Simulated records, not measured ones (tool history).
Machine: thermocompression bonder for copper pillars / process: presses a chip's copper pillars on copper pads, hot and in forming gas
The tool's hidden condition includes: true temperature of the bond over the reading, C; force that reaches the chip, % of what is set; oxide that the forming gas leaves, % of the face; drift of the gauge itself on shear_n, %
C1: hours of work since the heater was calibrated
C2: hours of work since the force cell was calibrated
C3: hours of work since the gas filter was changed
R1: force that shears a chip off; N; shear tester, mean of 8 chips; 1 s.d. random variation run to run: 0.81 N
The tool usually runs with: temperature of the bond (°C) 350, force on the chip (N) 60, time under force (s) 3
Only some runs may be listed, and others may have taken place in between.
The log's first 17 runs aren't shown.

Run 18, day 6.192: usual settings but time under force (s) 6; C1 683; C2 309; C3 259. Result: R1 67.3 N.
At day 6.383: forming gas filter changed.
Run 19, day 6.471: usual settings but time under force (s) 6; C1 688; C2 313; C3 1. Result: R1 75.1 N.
Run 20, day 6.925: usual settings but time under force (s) 2; C1 696; C2 321; C3 9. Result: R1 54.3 N.
Run 21, day 7.392: usual settings but time under force (s) 2; C1 703; C2 329; C3 17. Result: R1 55.6 N.
Run 22, day 7.871: usual settings but force on the chip (N) 80, time under force (s) 8; C1 712; C2 337; C3 25. Result: R1 89.6 N.
Run 23, day 8.154: usual settings but temperature of the bond (°C) 320, force on the chip (N) 83, time under force (s) 5; C1 716; C2 342; C3 30. Result: R1 70.9 N.
Run 24, day 8.558: usual settings but temperature of the bond (°C) 349, force on the chip (N) 41, time under force (s) 2; C1 723; C2 349; C3 37. Result: R1 44 N.
Run 25, day 8.942: usual settings but temperature of the bond (°C) 349, force on the chip (N) 41, time under force (s) 2; C1 730; C2 355; C3 43. Result: R1 42.8 N.
Run 26, day 9.379: usual settings but temperature of the bond (°C) 349, force on the chip (N) 50, time under force (s) 2; C1 737; C2 362; C3 51. Result: R1 48.3 N.
Run 27, day 9.775: usual settings but temperature of the bond (°C) 332, force on the chip (N) 67, time under force (s) 8; C1 744; C2 369; C3 58. Result: R1 77.2 N.
Run 28, day 10.162: usual settings but temperature of the bond (°C) 351, force on the chip (N) 67, time under force (s) 8; C1 751; C2 376; C3 64. Result: R1 85.6 N.
Run 29, day 10.479: usual settings but temperature of the bond (°C) 351, force on the chip (N) 58, time under force (s) 5; C1 756; C2 381; C3 70. Result: R1 70.7 N.

Expected results for the next run?
Run 30, day 10.817: usual settings but temperature of the bond (°C) 368; C1 762; C2 387; C3 75. Result: R1 ?.

Run 30 produced R1 66.6 N.
Take away the tool's hidden state, keep the run-to-run variation as it was, and the same run would have given R1 69.6 N.
